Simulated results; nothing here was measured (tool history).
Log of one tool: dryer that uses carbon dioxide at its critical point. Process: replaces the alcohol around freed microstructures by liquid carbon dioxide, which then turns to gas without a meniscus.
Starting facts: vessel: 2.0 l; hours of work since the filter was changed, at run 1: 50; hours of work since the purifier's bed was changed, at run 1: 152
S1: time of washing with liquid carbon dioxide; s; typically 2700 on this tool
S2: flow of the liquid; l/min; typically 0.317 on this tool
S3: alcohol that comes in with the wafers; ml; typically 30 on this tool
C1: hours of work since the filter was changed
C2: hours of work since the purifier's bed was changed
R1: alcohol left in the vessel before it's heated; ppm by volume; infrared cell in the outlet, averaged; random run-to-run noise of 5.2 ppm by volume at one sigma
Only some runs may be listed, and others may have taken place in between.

Run 1, hour 0.0: usual settings; C1 50; C2 152. Result: R1 156 ppm by volume.
Run 2, hour 11.8: usual settings but S3 43 ml; C1 56; C2 158. Result: R1 190 ppm by volume.
Run 3, hour 26.5: usual settings but S3 43 ml; C1 64; C2 166. Result: R1 211 ppm by volume.
Run 4, hour 37.0: usual settings but S3 43 ml; C1 69; C2 171. Result: R1 195 ppm by volume.
Run 5, hour 51.4: usual settings but S3 43 ml; C1 77; C2 178. Result: R1 215 ppm by volume.
Run 6, hour 58.7: usual settings but S3 43 ml; C1 80; C2 182. Result: R1 204 ppm by volume.
Run 7, hour 73.9: usual settings; C1 88; C2 190. Result: R1 168 ppm by volume.
Run 8, hour 86.9: usual settings; C1 95; C2 197. Result: R1 173 ppm by volume.
Run 9, hour 94.5: usual settings; C1 99; C2 201. Result: R1 172 ppm by volume.
Run 10, hour 103.3: usual settings; C1 103; C2 205. Result: R1 181 ppm by volume.
Run 11, hour 110.7: usual settings but S1 2460 s; C1 107; C2 209. Result: R1 228 ppm by volume.
Run 12, hour 124.5: usual settings; C1 114; C2 216. Result: R1 184 ppm by volume.
Run 13, hour 139.0: usual settings; C1 122; C2 223. Result: R1 188 ppm by volume.
Run 14, hour 145.4: usual settings; C1 125; C2 227. Result: R1 185 ppm by volume.
Run 15, hour 158.8: usual settings; C1 132; C2 234. Result: R1 186 ppm by volume.
Run 16, hour 170.0: usual settings; C1 138; C2 239. Result: R1 186 ppm by volume.
Run 17, hour 185.4: usual settings; C1 146; C2 247. Result: R1 176 ppm by volume.
Run 18, hour 196.7: usual settings; C1 151; C2 253. Result: R1 201 ppm by volume.
Run 19, hour 210.3: usual settings but S3 38 ml; C1 158; C2 260. Result: R1 219 ppm by volume.
Run 20, hour 220.3: usual settings but S3 38 ml; C1 164; C2 265. Result: R1 228 ppm by volume.
Run 21, hour 227.4: usual settings; C1 167; C2 269. Result: R1 197 ppm by volume.
Run 22, hour 235.1: usual settings but S1 1680 s; C1 171; C2 273. Result: R1 838 ppm by volume.
Run 23, hour 244.7: usual settings but S1 1680 s; C1 176; C2 278. Result: R1 817 ppm by volume.
Run 24, hour 259.6: usual settings; C1 184; C2 285. Result: R1 207 ppm by volume.
Run 25, hour 273.8: usual settings but S3 60 ml; C1 191; C2 293. Result: R1 334 ppm by volume.
Run 26, hour 285.9: usual settings but S3 29 ml; C1 197; C2 299. Result: R1 214 ppm by volume.
Run 27, hour 293.2: usual settings but S1 2400 s, S2 0.435 l/min, S3 25 ml; C1 201; C2 303. Result: R1 120 ppm by volume.
Run 28, hour 303.8: usual settings but S1 2400 s, S3 42 ml; C1 207; C2 308. Result: R1 379 ppm by volume.
Run 29, hour 311.1: usual settings but S1 2400 s, S3 42 ml; C1 210; C2 312. Result: R1 387 ppm by volume.
Run 30, hour 322.8: usual settings but S1 2400 s, S3 42 ml; C1 216; C2 318. Result: R1 394 ppm by volume.
Run 31, hour 329.9: usual settings but S1 1620 s, S2 0.282 l/min, S3 42 ml; C1 220; C2 322. Result: R1 1737 ppm by volume.
Run 32, hour 336.8: usual settings but S1 3180 s, S2 0.529 l/min, S3 42 ml; C1 224; C2 325. Result: R1 113 ppm by volume.
Run 33, hour 344.4: usual settings but S1 2160 s, S2 0.529 l/min, S3 22 ml; C1 227; C2 329. Result: R1 129 ppm by volume.

What will run 34 give?
Run 34, hour 352.1: usual settings but S2 0.302 l/min, S3 38 ml; C1 231; C2 333. Result: R1 ?.

R1: 304 ppm by volume
On a tool with no hidden condition, and with the same random variation, this run would have come out at R1 156 ppm by volume.
